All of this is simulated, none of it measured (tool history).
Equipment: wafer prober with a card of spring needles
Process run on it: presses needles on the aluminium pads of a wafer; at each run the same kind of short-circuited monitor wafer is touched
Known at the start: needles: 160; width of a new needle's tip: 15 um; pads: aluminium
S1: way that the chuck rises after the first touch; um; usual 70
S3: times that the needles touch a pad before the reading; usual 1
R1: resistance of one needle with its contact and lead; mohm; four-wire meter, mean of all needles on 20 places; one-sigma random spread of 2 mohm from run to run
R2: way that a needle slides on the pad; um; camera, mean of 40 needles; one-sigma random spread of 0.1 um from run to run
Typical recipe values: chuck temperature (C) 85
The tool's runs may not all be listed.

run 1 hour=0 | S1=70 chuck_temperature_(C)=85 S3=1 | R1=230 R2=13.5
-- hour=10.9 tips cleaned on abrasive film
-- hour=21.7 tips cleaned on abrasive film
-- hour=35.3 tips cleaned on abrasive film
-- hour=46.1 tips cleaned on abrasive film
-- hour=57 tips cleaned on abrasive film
-- hour=62.7 height of the first contact set anew
-- hour=70.8 tips cleaned on abrasive film
-- hour=81.7 tips cleaned on abrasive film
run 2 hour=88 | S1=70 chuck_temperature_(C)=85 S3=1 | R1=275 R2=14.16
-- hour=93.4 tips cleaned on abrasive film
-- hour=104.3 tips cleaned on abrasive film
-- hour=117.8 tips cleaned on abrasive film
-- hour=128.7 tips cleaned on abrasive film
run 3 hour=138.5 | S1=70 chuck_temperature_(C)=85 S3=1 | R1=294 R2=14.08
-- hour=141.3 tips cleaned on abrasive film
-- hour=152.1 tips cleaned on abrasive film
-- hour=165.7 tips cleaned on abrasive film
-- hour=179.2 tips cleaned on abrasive film
-- hour=192.8 tips cleaned on abrasive film
-- hour=206.3 tips cleaned on abrasive film
-- hour=219.9 tips cleaned on abrasive film
run 4 hour=227.4 | S1=70 chuck_temperature_(C)=85 S3=1 | R1=283 R2=13.88
-- hour=232.8 tips cleaned on abrasive film
-- hour=246.4 tips cleaned on abrasive film
-- hour=259.9 tips cleaned on abrasive film
-- hour=273.5 tips cleaned on abrasive film
-- hour=287 tips cleaned on abrasive film
run 5 hour=289.3 | S1=70 chuck_temperature_(C)=85 S3=1 | R1=245 R2=13.87
-- hour=300.2 tips cleaned on abrasive film
-- hour=313.8 tips cleaned on abrasive film
-- hour=327.3 tips cleaned on abrasive film
run 6 hour=334 | S1=70 chuck_temperature_(C)=85 S3=3 | R1=246 R2=13.71
-- hour=339.5 tips cleaned on abrasive film
-- hour=353.1 tips cleaned on abrasive film
-- hour=366.6 tips cleaned on abrasive film
-- hour=377.7 tips cleaned on abrasive film
run 7 hour=377.7 | S1=70 chuck_temperature_(C)=85 S3=1 | R1=230 R2=13.68
-- hour=391.2 tips cleaned on abrasive film
-- hour=402.1 tips cleaned on abrasive film
-- hour=415.6 tips cleaned on abrasive film
-- hour=429.2 tips cleaned on abrasive film
-- hour=440 tips cleaned on abrasive film
-- hour=451 tips cleaned on abrasive film
run 8 hour=451 | S1=53 chuck_temperature_(C)=85 S3=1 | R1=235 R2=9.99
-- hour=464.5 tips cleaned on abrasive film
-- hour=478.1 tips cleaned on abrasive film
-- hour=491.6 tips cleaned on abrasive film
-- hour=505.2 tips cleaned on abrasive film
-- hour=516.1 tips cleaned on abrasive film
run 9 hour=526 | S1=70 chuck_temperature_(C)=32 S3=1 | R1=306 R2=13.38
-- hour=528.8 tips cleaned on abrasive film
-- hour=542.4 tips cleaned on abrasive film
-- hour=553.2 tips cleaned on abrasive film
-- hour=566.8 tips cleaned on abrasive film
-- hour=569.8 height of the first contact set anew
-- hour=580.6 tips cleaned on abrasive film
-- hour=592.9 tips cleaned on abrasive film
run 10 hour=592.9 | S1=70 chuck_temperature_(C)=32 S3=1 | R1=217 R2=14.3
-- hour=603.8 tips cleaned on abrasive film
-- hour=617.3 tips cleaned on abrasive film
-- hour=630.9 tips cleaned on abrasive film
run 11 hour=635.9 | S1=70 chuck_temperature_(C)=85 S3=1 | R1=278 R2=14.28
-- hour=644 tips cleaned on abrasive film
-- hour=657.6 tips cleaned on abrasive film
-- hour=671.1 tips cleaned on abrasive film
-- hour=684.7 tips cleaned on abrasive film
-- hour=695.5 tips cleaned on abrasive film
-- hour=709.1 tips cleaned on abrasive film
-- hour=719.9 tips cleaned on abrasive film
run 12 hour=723.5 | S1=70 chuck_temperature_(C)=85 S3=1 | R1=276 R2=13.96
-- hour=731.7 tips cleaned on abrasive film
-- hour=745.2 tips cleaned on abrasive film
-- hour=758.8 tips cleaned on abrasive film
-- hour=769.6 tips cleaned on abrasive film
-- hour=783.2 tips cleaned on abrasive film
-- hour=794 tips cleaned on abrasive film
-- hour=806.3 tips cleaned on abrasive film
run 13 hour=806.3 | S1=63 chuck_temperature_(C)=28 S3=2 | R1=219 R2=12.33
-- hour=817.1 tips cleaned on abrasive film
-- hour=830.7 tips cleaned on abrasive film
-- hour=844.2 tips cleaned on abrasive film
-- hour=857.8 tips cleaned on abrasive film
run 14 hour=860.1 | S1=85 chuck_temperature_(C)=85 S3=2 | R1=234 R2=16.69
-- hour=871 tips cleaned on abrasive film
-- hour=881.8 tips cleaned on abrasive film
-- hour=895.4 tips cleaned on abrasive film
run 15 hour=906 | S1=67 chuck_temperature_(C)=74 S3=3 | R1=257 R2=12.97
-- hour=908.8 tips cleaned on abrasive film
-- hour=919.7 tips cleaned on abrasive film
-- hour=933.2 tips cleaned on abrasive film
-- hour=946.8 tips cleaned on abrasive film
-- hour=957.6 tips cleaned on abrasive film
-- hour=971.2 tips cleaned on abrasive film
-- hour=984.7 tips cleaned on abrasive film
run 16 hour=986.8 | S1=73 chuck_temperature_(C)=85 S3=2 | R1=247 R2=14.05
-- hour=997.7 tips cleaned on abrasive film
-- hour=1008.6 tips cleaned on abrasive film
-- hour=1022.1 tips cleaned on abrasive film
-- hour=1033 tips cleaned on abrasive film
-- hour=1046.5 tips cleaned on abrasive film
-- hour=1057.4 tips cleaned on abrasive film
run 17 hour=1066 | S1=73 chuck_temperature_(C)=85 S3=2 | R1=274 R2=14.09
-- hour=1068.8 tips cleaned on abrasive film
-- hour=1074.5 height of the first contact set anew
-- hour=1082.7 tips cleaned on abrasive film
-- hour=1096.2 tips cleaned on abrasive film
-- hour=1109.8 tips cleaned on abrasive film
-- hour=1123.3 tips cleaned on abrasive film
-- hour=1136.9 tips cleaned on abrasive film
run 18 hour=1146 | S1=73 chuck_temperature_(C)=85 S3=2 | R1=272 R2=14.68
-- hour=1148.8 tips cleaned on abrasive film
-- hour=1162.4 tips cleaned on abrasive film
-- hour=1175.9 tips cleaned on abrasive film
-- hour=1189.5 tips cleaned on abrasive film
-- hour=1203 tips cleaned on abrasive film
-- hour=1213.9 tips cleaned on abrasive film
-- hour=1227.4 tips cleaned on abrasive film
run 19 hour=1229.5 | S1=64 chuck_temperature_(C)=71 S3=1 | R1=264 R2=12.63
-- hour=1240.3 tips cleaned on abrasive film
-- hour=1251.2 tips cleaned on abrasive film
-- hour=1264.7 tips cleaned on abrasive film
-- hour=1278.3 tips cleaned on abrasive film
-- hour=1289.1 tips cleaned on abrasive film
-- hour=1300.3 tips cleaned on abrasive film
run 20 hour=1300.3 | S1=70 chuck_temperature_(C)=111 S3=2 | R1=234 R2=13.92
-- hour=1311.2 tips cleaned on abrasive film
-- hour=1322 tips cleaned on abrasive film
-- hour=1332.9 tips cleaned on abrasive film
-- hour=1344.9 tips cleaned on abrasive film
run 21 hour=1344.9 | S1=51 chuck_temperature_(C)=101 S3=1 | R1=246 R2=9.75
-- hour=1355.8 tips cleaned on abrasive film
-- hour=1366.6 tips cleaned on abrasive film
-- hour=1380.2 tips cleaned on abrasive film
-- hour=1393.7 tips cleaned on abrasive film
-- hour=1407.3 tips cleaned on abrasive film
run 22 hour=1409.8 | S1=51 chuck_temperature_(C)=101 S3=1 | R1=323 R2=9.75

Consider 4 possible next runs. They are alternatives, not a sequence: every one starts from the tool as it was left by run 22. What does each give?
-- hour=1420.7 tips cleaned on abrasive film
-- hour=1434.2 tips cleaned on abrasive film
-- hour=1445.1 tips cleaned on abrasive film
-- hour=1458.6 tips cleaned on abrasive film
run A hour=1459.7 | S1=51 chuck_temperature_(C)=58 S3=1 | R1=? R2=?
-- hour=1420.7 tips cleaned on abrasive film
-- hour=1434.2 tips cleaned on abrasive film
-- hour=1445.1 tips cleaned on abrasive film
-- hour=1458.6 tips cleaned on abrasive film
run B hour=1459.7 | S1=51 chuck_temperature_(C)=27 S3=1 | R1=? R2=?
-- hour=1420.7 tips cleaned on abrasive film
-- hour=1434.2 tips cleaned on abrasive film
-- hour=1445.1 tips cleaned on abrasive film
-- hour=1458.6 tips cleaned on abrasive film
run C hour=1459.7 | S1=51 chuck_temperature_(C)=85 S3=2 | R1=? R2=?
-- hour=1420.7 tips cleaned on abrasive film
-- hour=1434.2 tips cleaned on abrasive film
-- hour=1445.1 tips cleaned on abrasive film
-- hour=1458.6 tips cleaned on abrasive film
run D hour=1459.7 | S1=78 chuck_temperature_(C)=43 S3=2 | R1=? R2=?

run=A R1=275 R2=9.67
run=B R1=270 R2=9.75
run=C R1=262 R2=9.56
run=D R1=226 R2=15.07
Without the tool's unlogged condition, the same runs would have read:
run=A R1=216 R2=10.43
run=B R1=210 R2=10.51
run=C R1=224 R2=10.31
run=D R1=208 R2=15.82
